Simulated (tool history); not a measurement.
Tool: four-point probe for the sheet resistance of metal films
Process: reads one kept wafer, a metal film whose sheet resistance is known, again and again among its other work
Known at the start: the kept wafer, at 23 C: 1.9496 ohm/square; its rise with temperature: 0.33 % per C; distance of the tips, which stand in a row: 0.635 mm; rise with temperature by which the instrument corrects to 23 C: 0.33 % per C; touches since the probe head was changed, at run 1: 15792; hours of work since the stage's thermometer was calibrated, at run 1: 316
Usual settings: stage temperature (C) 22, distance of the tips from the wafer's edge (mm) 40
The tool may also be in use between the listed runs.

run   hour  stage temperature (C)  distance of the tips from the wafer's edge (mm)  touches since the probe head was changed  hours of work since the stage's thermometer was calibrated  sheet resistance as the instrument gives it (ohm/square)
  1    0.0                     22                                               40                                     15792                                                         316                                                  1.948709
  2    8.9                     22                                               40                                     15977                                                         320                                                  1.948739
  3   23.2                     25                                               40                                     16277                                                         327                                                  1.948908
  4   43.0                     30                                               40                                     16693                                                         337                                                  1.949454
  5   57.1                     30                                               40                                     16987                                                         343                                                  1.949865
  6   75.9                     30                                               40                                     17380                                                         352                                                  1.950356
  7   91.7                     30                                               40                                     17712                                                         360                                                  1.949596
  8  106.9                     22                                                9                                     18029                                                         367                                                  1.953167
  9  127.7                     22                                               53                                     18465                                                         377                                                  1.948039
 10  138.2                     22                                               53                                     18685                                                         382                                                  1.948538
 11  152.4                     22                                               53                                     18984                                                         388                                                  1.948298
 12  172.4                     22                                               53                                     19403                                                         398                                                  1.947282
 13  185.6                     22                                               53                                     19679                                                         404                                                  1.949020
 14  205.4                     22                                               53                                     20093                                                         414                                                  1.948295
 15  214.7                     22                                               53                                     20287                                                         418                                                  1.948156
 16  226.6                     22                                               40                                     20537                                                         424                                                  1.947937
 17  241.3                     22                                               40                                     20845                                                         431                                                  1.948039
 18  259.7                     22                                               40                                     21229                                                         439                                                  1.948289
 19  274.5                     22                                               40                                     21541                                                         446                                                  1.948363
 20  288.2                     22                                               40                                     21826                                                         453                                                  1.948761
 21  305.5                     22                                               40                                     22190                                                         461                                                  1.949263
 22  318.5                     20                                               40                                     22462                                                         467                                                  1.948908
 23  339.2                     22                                               40                                     22895                                                         477                                                  1.948703
 24  350.9                     31                                                3                                     23140                                                         483                                                  1.996159
 25  367.1                     21                                               11                                     23479                                                         490                                                  1.951860
 26  377.9                     21                                               11                                     23705                                                         495                                                  1.951523
 27  386.8                     21                                               40                                     23891                                                         500                                                  1.948366
 28  408.1                     19                                                7                                     24337                                                         510                                                  1.956625
     410.4  -- stage's thermometer calibrated
 29  421.3                     19                                                7                                     24604                                                           5                                                  1.955768
 30  433.0                     19                                                7                                     24848                                                          11                                                  1.955918
 31  442.2                     19                                                7                                     25042                                                          15                                                  1.956240
 32  462.2                     23                                               39                                     25460                                                          25                                                  1.947812
 33  472.5                     26                                               66                                     25675                                                          29                                                  1.949365
 34  481.2                     26                                               66                                     25858                                                          34                                                  1.948673
 35  499.4                     22                                                8                                     26240                                                          42                                                  1.954811
     516.9  -- stage's thermometer calibrated, once more
 36  518.4                     22                                                8                                     26627                                                           1                                                  1.956053
 37  532.7                     18                                               26                                     26927                                                           8                                                  1.949092
 38  548.7                     18                                               26                                     27262                                                          15                                                  1.948867
 39  563.1                     18                                               26                                     27562                                                          22                                                  1.949492
 40  582.8                     18                                               26                                     27976                                                          31                                                  1.949048
 41  596.0                     18                                               26                                     28253                                                          38                                                  1.949239
 42  609.7                     26                                               23                                     28539                                                          44                                                  1.950460
 43  629.6                     27                                                6                                     28956                                                          53                                                  1.962042
 44  651.1                     27                                                6                                     29407                                                          64                                                  1.961915
 45  671.3                     27                                                6                                     29828                                                          73                                                  1.962818

Each row is a separate what-if for the run after 45, all from the same tool condition, not one after another. Results?
  A  682.5                     22                                               13                                     30064                                                          78                                                         ?
  B  682.5                     26                                               46                                     30064                                                          78                                                         ?
  C  682.5                     20                                               52                                     30064                                                          78                                                         ?

run  sheet resistance as the instrument gives it (ohm/square)
  A                                                  1.952275
  B                                                  1.950550
  C                                                  1.948966
Had the tool no hidden state, the same runs would have come out as:
run  sheet resistance as the instrument gives it (ohm/square)
  A                                                  1.952224
  B                                                  1.950499
  C                                                  1.948916
